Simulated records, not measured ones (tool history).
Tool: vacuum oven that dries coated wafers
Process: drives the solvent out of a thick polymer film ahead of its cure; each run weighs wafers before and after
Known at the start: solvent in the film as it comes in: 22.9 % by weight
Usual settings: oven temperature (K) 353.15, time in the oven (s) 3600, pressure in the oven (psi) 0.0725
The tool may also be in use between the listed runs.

run	hour	oven temperature (K)	time in the oven (s)	pressure in the oven (psi)	solvent left in the film (%)
1	0	353.15	3600	0.0725	2.43
2	32.2	353.15	4140	0.0725	1.84
3	79.6	353.15	4140	0.0725	1.85
4	140.7	353.15	4140	0.0725	1.86
5	180.3	353.15	4140	0.0725	1.87
6	223.2	353.15	4140	0.0725	1.86
7	263.6	353.15	4140	0.0725	1.91
8	312.6	366.15	4140	0.0725	0.37
9	343.3	366.15	4140	0.0725	0.4
10	406.3	353.15	3600	0.1025	2.6
11	453.8	353.15	3600	0.1025	2.67
12	499.5	353.15	3600	0.1025	2.69
13	537.2	353.15	3600	0.1025	2.76
14	594.2	353.15	3600	0.1025	2.74
15	624.6	353.15	3600	0.1025	2.76
16	680.6	353.15	3600	0.1025	2.76
17	729.6	353.15	3600	0.2466	3.12
18	777.7	353.15	3600	0.2466	2.88
19	828.3	353.15	3600	0.2466	2.89
20	869.2	353.15	3600	0.1096	2.67
21	934.9	353.15	3600	0.0725	2.25
22	991.5	364.15	2400	0.094	1.69
23	1024.8	357.15	3600	0.1136	1.51
24	1076.3	353.15	2340	0.0448	4.63
25	1114.4	353.15	2340	0.0377	4.65
26	1178.2	341.15	5940	0.0463	3.02
27	1229.6	355.15	3720	0.0529	1.81
28	1301	355.15	1980	0.0529	5.3
29	1346.5	354.15	5160	0.1762	1.17
30	1383.8	364.15	6360	0.2853	0.48
31	1440.5	364.15	6360	0.2853	0.52
32	1471.1	364.15	6420	0.0818	0.17
33	1515.2	364.15	6420	0.0818	0.18
34	1578.3	364.15	6420	0.0818	0.18
35	1643.2	364.15	6420	0.0818	0.18
36	1678.7	353.15	3180	0.1304	3.33
37	1743.4	353.15	3180	0.1304	3.34
38	1811	353.15	3180	0.1304	3.04
39	1843.3	358.15	6120	0.1946	0.58
40	1891.3	353.15	3060	0.0725	3.21
41	1957.8	343.15	3600	0.1729	5.79
42	1990.6	338.15	2160	0.0637	10.8

Not shown: 4 entries that the log had between the listed runs. Between which runs, and how does the tool's hidden state differ before and after?
Between runs 12 and 13: vacuum gauge cleaned of residue and calibrated (hour 506.1)
  true wafer temperature over the reading, C: -0.63 -> -0.68; true pressure over the reading, kPa: 0.497 -> 0.673
  measured less the result without the state, solvent left in the film (%): +0.31 -> +0.38
Between runs 17 and 18: vacuum gauge cleaned of residue and calibrated, once more (hour 763.7)
  true wafer temperature over the reading, C: -0.95 -> -1.02; true pressure over the reading, kPa: 0.71 -> 0.003
  measured less the result without the state, solvent left in the film (%): +0.47 -> +0.26
Between runs 20 and 21: oven's thermocouples calibrated (hour 882.4)
  true wafer temperature over the reading, C: -1.14 -> 0.2; true pressure over the reading, kPa: 0.021 -> 0.034
  measured less the result without the state, solvent left in the film (%): +0.29 -> -0.04
Between runs 37 and 38: oven's thermocouples calibrated (hour 1770.1)
  true wafer temperature over the reading, C: -0.98 -> 0.04; true pressure over the reading, kPa: 0.198 -> 0.211
  measured less the result without the state, solvent left in the film (%): +0.33 -> +0.05
